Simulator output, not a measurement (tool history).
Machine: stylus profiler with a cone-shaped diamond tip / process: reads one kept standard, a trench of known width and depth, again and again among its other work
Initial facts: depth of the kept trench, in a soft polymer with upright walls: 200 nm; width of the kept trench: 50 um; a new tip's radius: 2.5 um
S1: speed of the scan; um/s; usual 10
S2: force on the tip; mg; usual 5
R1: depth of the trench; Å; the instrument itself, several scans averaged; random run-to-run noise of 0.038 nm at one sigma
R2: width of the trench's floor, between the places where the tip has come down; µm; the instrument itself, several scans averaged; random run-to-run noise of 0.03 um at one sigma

run 1 hour=0 | S1=10 S2=5 | R1=2018.7 R2=47.99
run 2 hour=13.6 | S1=10 S2=5 | R1=2018.4 R2=48.02
run 3 hour=24.8 | S1=10 S2=5 | R1=2018.9 R2=48.02
run 4 hour=37.7 | S1=4 S2=5 | R1=2019.2 R2=48.02
run 5 hour=52.3 | S1=10 S2=5 | R1=2019 R2=47.98
run 6 hour=59.7 | S1=10 S2=5 | R1=2019.4 R2=48.04
run 7 hour=69 | S1=10 S2=5 | R1=2018.8 R2=47.99
run 8 hour=78.7 | S1=10 S2=5 | R1=2018.5 R2=47.99
run 9 hour=92.4 | S1=10 S2=5 | R1=2018.8 R2=47.98
run 10 hour=105.9 | S1=10 S2=5 | R1=2019.6 R2=48.02
run 11 hour=117.7 | S1=10 S2=5 | R1=2019.1 R2=48.02
run 12 hour=130.6 | S1=8 S2=5 | R1=2019.3 R2=47.98
run 13 hour=145.7 | S1=2 S2=5 | R1=2019.4 R2=48.05
run 14 hour=155.3 | S1=2 S2=5 | R1=2018.4 R2=47.99
run 15 hour=166.1 | S1=2 S2=5 | R1=2018 R2=48.02
run 16 hour=177 | S1=10 S2=5 | R1=2018.6 R2=48.02
run 17 hour=192 | S1=10 S2=12.67 | R1=2035.5 R2=48.06
run 18 hour=199.6 | S1=10 S2=12.67 | R1=2035.5 R2=48.04
run 19 hour=215.3 | S1=10 S2=12.67 | R1=2034.7 R2=48.01
run 20 hour=229.8 | S1=10 S2=12.67 | R1=2035.1 R2=48.04
run 21 hour=239.2 | S1=3 S2=2.96 | R1=2012.8 R2=47.98
run 22 hour=248.5 | S1=14 S2=5 | R1=2019.7 R2=48.02
run 23 hour=260.9 | S1=14 S2=5 | R1=2019.1 R2=48.05
run 24 hour=275.6 | S1=14 S2=5 | R1=2018.8 R2=47.98
run 25 hour=282.7 | S1=14 S2=5 | R1=2019 R2=47.93

Estimate the outcome of run 26 from the log above:
run 26 hour=298 | S1=4 S2=2.25 | R1=? R2=?

Run 26 came out at R1 2011.3 Å, R2 48.02 µm.
Minus the tool's unlogged condition, the same run would have read R1 2011.3 Å, R2 48.03 µm.

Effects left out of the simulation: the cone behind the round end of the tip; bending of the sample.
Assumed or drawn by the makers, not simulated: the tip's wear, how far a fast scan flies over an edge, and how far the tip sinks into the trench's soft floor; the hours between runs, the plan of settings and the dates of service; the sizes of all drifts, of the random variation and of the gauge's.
